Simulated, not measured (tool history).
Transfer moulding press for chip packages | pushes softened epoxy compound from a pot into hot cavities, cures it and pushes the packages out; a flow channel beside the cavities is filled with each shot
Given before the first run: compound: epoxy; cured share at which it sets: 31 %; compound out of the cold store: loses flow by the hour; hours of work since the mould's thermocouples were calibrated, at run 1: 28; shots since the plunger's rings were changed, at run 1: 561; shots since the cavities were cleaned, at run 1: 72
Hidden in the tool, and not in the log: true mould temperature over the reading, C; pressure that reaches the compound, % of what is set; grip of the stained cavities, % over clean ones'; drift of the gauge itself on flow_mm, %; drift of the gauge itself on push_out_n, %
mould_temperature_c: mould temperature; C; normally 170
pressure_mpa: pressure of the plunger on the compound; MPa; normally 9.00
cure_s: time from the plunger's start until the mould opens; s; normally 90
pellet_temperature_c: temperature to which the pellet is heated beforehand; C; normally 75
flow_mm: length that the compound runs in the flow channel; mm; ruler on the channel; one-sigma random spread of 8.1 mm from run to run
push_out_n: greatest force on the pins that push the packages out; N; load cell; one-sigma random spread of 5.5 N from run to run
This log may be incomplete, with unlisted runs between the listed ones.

run,day,mould_temperature_c,pressure_mpa,cure_s,pellet_temperature_c,hours of work since the mould's thermocouples were calibrated,shots since the plunger's rings were changed,shots since the cavities were cleaned,incoming compound's hours out of the cold store,flow_mm,push_out_n
1,0.000,170,9.00,90,75,28,561,72,17.9,993,221
2,0.579,170,9.00,90,75,38,768,279,27.0,941,283
3,1.571,170,9.00,90,80,56,1124,635,45.3,860,344
4,2.429,170,9.00,90,80,71,1431,942,42.3,867,372
# day 3.021: cavities cleaned with cleaning compound and waxed
5,3.312,170,9.00,90,77,86,1725,104,44.9,836,237
6,4.050,170,9.00,90,77,99,1989,368,22.9,935,286
7,4.542,170,9.00,90,77,108,2165,544,8.9,996,336
8,5.454,170,8.49,90,75,124,2492,871,43.5,815,362
9,5.875,170,9.00,90,85,132,2643,1022,25.8,908,373
# day 6.283: cavities cleaned with cleaning compound and waxed
10,6.633,170,9.00,90,75,144,2893,126,15.5,949,246
11,7.317,170,9.00,90,75,156,3138,371,35.2,863,292
12,8.125,170,9.00,90,75,171,3428,661,14.8,933,354
13,8.783,170,9.00,90,75,182,3664,897,36.0,851,366
14,9.288,170,9.00,90,75,191,3844,1077,44.0,812,366
# day 9.571: cavities cleaned with cleaning compound and waxed
15,10.304,170,9.00,90,75,208,4186,262,10.4,959,277
16,11.171,172,7.51,127,75,224,4497,573,36.6,746,301
17,11.908,162,10.13,97,73,237,4761,837,10.9,1021,514
18,12.708,174,8.48,97,73,251,5048,1124,15.3,872,352
# day 12.892: plunger's sealing rings changed
# day 12.954: cavities cleaned with cleaning compound and waxed
19,13.383,174,8.48,97,73,260,153,153,9.7,993,220
20,13.892,165,9.69,92,75,269,336,336,11.0,1101,362
21,14.358,165,9.60,92,76,278,503,503,32.3,972,377
22,15.296,167,9.60,92,76,294,840,840,43.3,902,387
23,15.733,167,9.60,92,76,302,996,996,23.1,991,433
# day 16.192: cavities cleaned with cleaning compound and waxed
24,16.238,167,9.60,92,76,310,1154,16,15.1,1047,232
25,17.162,167,9.60,92,76,327,1485,347,21.6,1020,316
26,17.812,167,9.60,92,76,338,1718,580,38.7,918,361
27,18.817,169,7.95,110,71,356,2078,940,41.6,818,341
# day 19.429: cavities cleaned with cleaning compound and waxed
28,19.546,169,9.93,79,77,368,2318,43,45.2,879,252
29,20.483,170,9.00,90,78,385,2653,378,29.5,899,304

Alternative continuations, all from the tool just after run 29; predict every row:
A,21.025,175,9.00,128,75,394,2847,572,45.1,?,?
B,21.025,163,9.00,72,75,394,2847,572,14.4,?,?
C,21.025,170,9.03,71,75,394,2847,572,41.1,?,?

run,flow_mm,push_out_n
A,813,292
B,1002,793
C,842,440
With the hidden condition removed and each run's random variation left untouched, the same runs would have given:
run,flow_mm,push_out_n
A,856,171
B,1054,442
C,886,247
